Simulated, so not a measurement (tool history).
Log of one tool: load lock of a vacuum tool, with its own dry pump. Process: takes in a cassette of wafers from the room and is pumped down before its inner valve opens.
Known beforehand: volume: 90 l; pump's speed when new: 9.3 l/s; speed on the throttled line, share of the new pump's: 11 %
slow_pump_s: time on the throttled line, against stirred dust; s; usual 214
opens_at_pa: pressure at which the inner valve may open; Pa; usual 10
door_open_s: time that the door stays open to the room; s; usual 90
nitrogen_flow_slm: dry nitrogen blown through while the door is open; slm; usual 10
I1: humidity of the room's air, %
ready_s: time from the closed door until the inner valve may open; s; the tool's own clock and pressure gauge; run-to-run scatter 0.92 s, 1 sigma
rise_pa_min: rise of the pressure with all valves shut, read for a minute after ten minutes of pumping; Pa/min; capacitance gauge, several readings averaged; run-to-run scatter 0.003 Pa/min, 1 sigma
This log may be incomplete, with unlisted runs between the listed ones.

{"run": 1, "hour": 0.0, "slow_pump_s": 214, "opens_at_pa": 10, "door_open_s": 90, "nitrogen_flow_slm": 10, "I1": 42.1, "ready_s": 280.8, "rise_pa_min": 0.036}
{"run": 2, "hour": 367.5, "slow_pump_s": 214, "opens_at_pa": 11, "door_open_s": 90, "nitrogen_flow_slm": 10, "I1": 41.8, "ready_s": 281.6, "rise_pa_min": 0.031}
{"run": 3, "hour": 1013.4, "slow_pump_s": 214, "opens_at_pa": 11, "door_open_s": 90, "nitrogen_flow_slm": 10, "I1": 45.9, "ready_s": 280.1, "rise_pa_min": 0.031}
{"run": 4, "hour": 1473.4, "slow_pump_s": 214, "opens_at_pa": 10, "door_open_s": 225, "nitrogen_flow_slm": 10, "I1": 45.9, "ready_s": 281.4, "rise_pa_min": 0.05}
{"run": 5, "hour": 1935.3, "slow_pump_s": 214, "opens_at_pa": 10, "door_open_s": 90, "nitrogen_flow_slm": 39, "I1": 46.3, "ready_s": 279.9, "rise_pa_min": 0.022}
{"run": 6, "hour": 2470.9, "slow_pump_s": 230, "opens_at_pa": 10, "door_open_s": 90, "nitrogen_flow_slm": 10, "I1": 46.5, "ready_s": 294.7, "rise_pa_min": 0.031}
{"run": 7, "hour": 2838.7, "slow_pump_s": 214, "opens_at_pa": 10, "door_open_s": 90, "nitrogen_flow_slm": 16, "I1": 42, "ready_s": 279.9, "rise_pa_min": 0.027}
{"run": 8, "hour": 3190.8, "slow_pump_s": 214, "opens_at_pa": 10, "door_open_s": 90, "nitrogen_flow_slm": 16, "I1": 43.3, "ready_s": 280.2, "rise_pa_min": 0.024}
{"run": 9, "hour": 3473.8, "slow_pump_s": 214, "opens_at_pa": 10, "door_open_s": 90, "nitrogen_flow_slm": 16, "I1": 48.9, "ready_s": 279.5, "rise_pa_min": 0.031}
{"run": 10, "hour": 3853.7, "slow_pump_s": 214, "opens_at_pa": 10, "door_open_s": 90, "nitrogen_flow_slm": 16, "I1": 45.1, "ready_s": 281.3, "rise_pa_min": 0.03}
{"run": 11, "hour": 4410.5, "slow_pump_s": 214, "opens_at_pa": 10, "door_open_s": 90, "nitrogen_flow_slm": 10, "I1": 45.7, "ready_s": 280.7, "rise_pa_min": 0.037}
{"run": 12, "hour": 4986.0, "slow_pump_s": 214, "opens_at_pa": 10, "door_open_s": 90, "nitrogen_flow_slm": 10, "I1": 48, "ready_s": 281.9, "rise_pa_min": 0.045}
{"run": 13, "hour": 5286.6, "slow_pump_s": 214, "opens_at_pa": 13, "door_open_s": 90, "nitrogen_flow_slm": 10, "I1": 42, "ready_s": 278.6, "rise_pa_min": 0.035}
{"run": 14, "hour": 5790.7, "slow_pump_s": 214, "opens_at_pa": 13, "door_open_s": 90, "nitrogen_flow_slm": 10, "I1": 43, "ready_s": 279.5, "rise_pa_min": 0.031}
{"run": 15, "hour": 6177.2, "slow_pump_s": 214, "opens_at_pa": 13, "door_open_s": 90, "nitrogen_flow_slm": 10, "I1": 48.1, "ready_s": 280.3, "rise_pa_min": 0.036}
{"run": 16, "hour": 6841.7, "slow_pump_s": 394, "opens_at_pa": 10, "door_open_s": 90, "nitrogen_flow_slm": 10, "I1": 42.1, "ready_s": 439.8, "rise_pa_min": 0.03}
{"run": 17, "hour": 7498.8, "slow_pump_s": 394, "opens_at_pa": 10, "door_open_s": 90, "nitrogen_flow_slm": 10, "I1": 45.5, "ready_s": 443.1, "rise_pa_min": 0.036}
{"run": 18, "hour": 7974.0, "slow_pump_s": 394, "opens_at_pa": 10, "door_open_s": 90, "nitrogen_flow_slm": 10, "I1": 41.9, "ready_s": 442.3, "rise_pa_min": 0.028}
{"run": 19, "hour": 8414.3, "slow_pump_s": 158, "opens_at_pa": 13, "door_open_s": 215, "nitrogen_flow_slm": 10, "I1": 46.6, "ready_s": 229.1, "rise_pa_min": 0.056}
{"run": 20, "hour": 8737.5, "slow_pump_s": 118, "opens_at_pa": 10, "door_open_s": 133, "nitrogen_flow_slm": 10, "I1": 44.9, "ready_s": 196.3, "rise_pa_min": 0.043}
{"hour": 8884.0, "done": "dry pump taken out, an overhauled one fitted"}
{"run": 21, "hour": 9045.8, "slow_pump_s": 118, "opens_at_pa": 10, "door_open_s": 133, "nitrogen_flow_slm": 10, "I1": 45.5, "ready_s": 196.2, "rise_pa_min": 0.045}
{"hour": 9103.3, "done": "door's seal changed, seat wiped"}
{"run": 22, "hour": 9355.6, "slow_pump_s": 118, "opens_at_pa": 10, "door_open_s": 133, "nitrogen_flow_slm": 10, "I1": 47.6, "ready_s": 195.6, "rise_pa_min": 0.041}
{"run": 23, "hour": 9989.3, "slow_pump_s": 285, "opens_at_pa": 10, "door_open_s": 68, "nitrogen_flow_slm": 10, "I1": 43.8, "ready_s": 345.5, "rise_pa_min": 0.027}
{"run": 24, "hour": 10638.9, "slow_pump_s": 312, "opens_at_pa": 13, "door_open_s": 37, "nitrogen_flow_slm": 10, "I1": 45.5, "ready_s": 364.5, "rise_pa_min": 0.021}
{"run": 25, "hour": 11241.4, "slow_pump_s": 214, "opens_at_pa": 15, "door_open_s": 90, "nitrogen_flow_slm": 7, "I1": 44, "ready_s": 277.4, "rise_pa_min": 0.036}
{"run": 26, "hour": 11663.4, "slow_pump_s": 214, "opens_at_pa": 15, "door_open_s": 90, "nitrogen_flow_slm": 7, "I1": 44.3, "ready_s": 276.8, "rise_pa_min": 0.037}
{"run": 27, "hour": 11996.3, "slow_pump_s": 214, "opens_at_pa": 13, "door_open_s": 80, "nitrogen_flow_slm": 7, "I1": 46.6, "ready_s": 279.1, "rise_pa_min": 0.031}
{"run": 28, "hour": 12566.9, "slow_pump_s": 157, "opens_at_pa": 10, "door_open_s": 90, "nitrogen_flow_slm": 11, "I1": 47.6, "ready_s": 230.3, "rise_pa_min": 0.033}
{"run": 29, "hour": 13104.8, "slow_pump_s": 116, "opens_at_pa": 10, "door_open_s": 90, "nitrogen_flow_slm": 7, "I1": 43.5, "ready_s": 192.3, "rise_pa_min": 0.041}
{"run": 30, "hour": 13429.3, "slow_pump_s": 116, "opens_at_pa": 10, "door_open_s": 124, "nitrogen_flow_slm": 5, "I1": 46, "ready_s": 193.3, "rise_pa_min": 0.045}
{"run": 31, "hour": 13979.3, "slow_pump_s": 214, "opens_at_pa": 10, "door_open_s": 126, "nitrogen_flow_slm": 44, "I1": 44.9, "ready_s": 281.1, "rise_pa_min": 0.021}
{"run": 32, "hour": 14475.3, "slow_pump_s": 214, "opens_at_pa": 16, "door_open_s": 41, "nitrogen_flow_slm": 18, "I1": 42.6, "ready_s": 275, "rise_pa_min": 0.018}
{"run": 33, "hour": 15117.0, "slow_pump_s": 214, "opens_at_pa": 16, "door_open_s": 41, "nitrogen_flow_slm": 4, "I1": 46.8, "ready_s": 276.8, "rise_pa_min": 0.033}
{"run": 34, "hour": 15564.0, "slow_pump_s": 214, "opens_at_pa": 16, "door_open_s": 41, "nitrogen_flow_slm": 4, "I1": 45.4, "ready_s": 276.2, "rise_pa_min": 0.031}
{"run": 35, "hour": 15889.7, "slow_pump_s": 132, "opens_at_pa": 18, "door_open_s": 123, "nitrogen_flow_slm": 21, "I1": 44.6, "ready_s": 202.7, "rise_pa_min": 0.026}
{"run": 36, "hour": 16534.1, "slow_pump_s": 209, "opens_at_pa": 9, "door_open_s": 90, "nitrogen_flow_slm": 33, "I1": 47.1, "ready_s": 278.8, "rise_pa_min": 0.018}

Difference, measured minus no-hidden-state, one row per run. Run-to-run variation is common to both terms; the gauge's own scatter need not be:
The hidden state here: pump's speed, % of a new pump's; leak at the door's seal, Pa l/s; drift of the gauge itself on ready_s, %; drift of the gauge itself on rise_pa_min, %.
run=1 rise_pa_min=+0.001
run=2 rise_pa_min=+0
run=3 rise_pa_min=+0.001
run=4 rise_pa_min=+0.001
run=5 rise_pa_min=+0.001
run=6 rise_pa_min=+0.001
run=7 rise_pa_min=+0.002
run=8 rise_pa_min=+0.002
run=9 rise_pa_min=+0.002
run=10 rise_pa_min=+0.001
run=11 rise_pa_min=+0.001
run=12 rise_pa_min=+0.001
run=13 rise_pa_min=+0.002
run=14 rise_pa_min=+0.002
run=15 rise_pa_min=+0.002
run=16 rise_pa_min=+0.002
run=17 rise_pa_min=+0.002
run=18 rise_pa_min=+0.002
run=19 rise_pa_min=+0.002
run=20 rise_pa_min=+0.003
run=21 rise_pa_min=+0.003
run=22 rise_pa_min=+0
run=23 rise_pa_min=+0
run=24 rise_pa_min=+0
run=25 rise_pa_min=+0
run=26 rise_pa_min=+0
run=27 rise_pa_min=+0.001
run=28 rise_pa_min=+0.001
run=29 rise_pa_min=+0.001
run=30 rise_pa_min=+0
run=31 rise_pa_min=+0.001
run=32 rise_pa_min=+0
run=33 rise_pa_min=+0.001
run=34 rise_pa_min=+0
run=35 rise_pa_min=+0
run=36 rise_pa_min=+0.001
For ready_s, the value without the hidden state is never more than 0.1 s from the measured value.

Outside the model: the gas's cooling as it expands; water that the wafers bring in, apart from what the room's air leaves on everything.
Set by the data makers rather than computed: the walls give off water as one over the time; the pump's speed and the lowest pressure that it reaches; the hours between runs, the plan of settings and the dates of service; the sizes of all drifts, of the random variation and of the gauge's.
